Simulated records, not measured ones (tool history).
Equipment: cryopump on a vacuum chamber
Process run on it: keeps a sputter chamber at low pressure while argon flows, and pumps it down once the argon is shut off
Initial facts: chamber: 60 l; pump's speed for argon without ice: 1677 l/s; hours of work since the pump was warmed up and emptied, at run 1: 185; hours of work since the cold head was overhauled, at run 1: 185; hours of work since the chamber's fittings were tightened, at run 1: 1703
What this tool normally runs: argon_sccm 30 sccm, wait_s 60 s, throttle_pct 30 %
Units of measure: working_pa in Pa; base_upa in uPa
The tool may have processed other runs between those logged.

| run | day | argon_sccm | wait_s | throttle_pct | hours of work since the pump was warmed up and emptied | hours of work since the cold head was overhauled | hours of work since the chamber's fittings were tightened | working_pa | base_upa |
|---|---|---|---|---|---|---|---|---|---|
| 1 | 0 | 30 | 60 | 30 | 185 | 185 | 1703 | 0.1026 | 2.37 |
| 2 | 0.958 | 30 | 60 | 30 | 195 | 195 | 1713 | 0.1022 | 2.37 |
| 3 | 1.838 | 30 | 60 | 30 | 204 | 204 | 1722 | 0.1022 | 2.32 |
| 4 | 2.312 | 30 | 60 | 30 | 209 | 209 | 1727 | 0.1025 | 2.34 |
| 5 | 2.742 | 30 | 60 | 30 | 214 | 214 | 1732 | 0.1027 | 2.37 |
| 6 | 3.162 | 30 | 60 | 53 | 218 | 218 | 1737 | 0.0598 | 2.32 |
| 7 | 3.988 | 30 | 60 | 53 | 227 | 227 | 1745 | 0.059 | 2.46 |
| 8 | 4.521 | 30 | 60 | 30 | 233 | 233 | 1751 | 0.1023 | 2.4 |
| 9 | 4.992 | 30 | 60 | 30 | 238 | 238 | 1756 | 0.1026 | 2.38 |
| 10 | 5.942 | 30 | 60 | 30 | 248 | 248 | 1766 | 0.1047 | 2.33 |
| 11 | 6.8 | 30 | 60 | 30 | 257 | 257 | 1775 | 0.1028 | 2.37 |
| 12 | 7.642 | 39 | 23 | 50 | 266 | 266 | 1784 | 0.0819 | 4.63 |
| 13 | 8.621 | 14 | 60 | 48 | 277 | 277 | 1795 | 0.0311 | 2.35 |
| 14 | 9.483 | 14 | 60 | 48 | 286 | 286 | 1804 | 0.0306 | 2.48 |
| 15 | 9.954 | 44 | 226 | 48 | 291 | 291 | 1809 | 0.0965 | 1.34 |
| 16 | 10.9 | 14 | 116 | 48 | 301 | 301 | 1819 | 0.0305 | 1.68 |
| 17 | 11.612 | 14 | 24 | 21 | 308 | 308 | 1827 | 0.0694 | 4.58 |
| 18 | 12.596 | 14 | 24 | 21 | 319 | 319 | 1837 | 0.0694 | 4.61 |
| 19 | 13.133 | 37 | 280 | 27 | 325 | 325 | 1843 | 0.1432 | 1.31 |

Each row is a separate what-if for the run after 19, all from the same tool condition, not one after another. Results?
| A | 13.8 | 22 | 261 | 24 | 332 | 332 | 1850 | ? | ? |
| B | 13.8 | 24 | 83 | 50 | 332 | 332 | 1850 | ? | ? |
| C | 13.8 | 45 | 280 | 36 | 332 | 332 | 1850 | ? | ? |

| run | working_pa | base_upa |
|---|---|---|
| A | 0.0942 | 1.33 |
| B | 0.0511 | 1.98 |
| C | 0.1321 | 1.29 |
Had the tool no hidden state, the same runs would have come out as:
| run | working_pa | base_upa |
|---|---|---|
| A | 0.0917 | 0.51 |
| B | 0.0484 | 1.18 |
| C | 0.1269 | 0.47 |
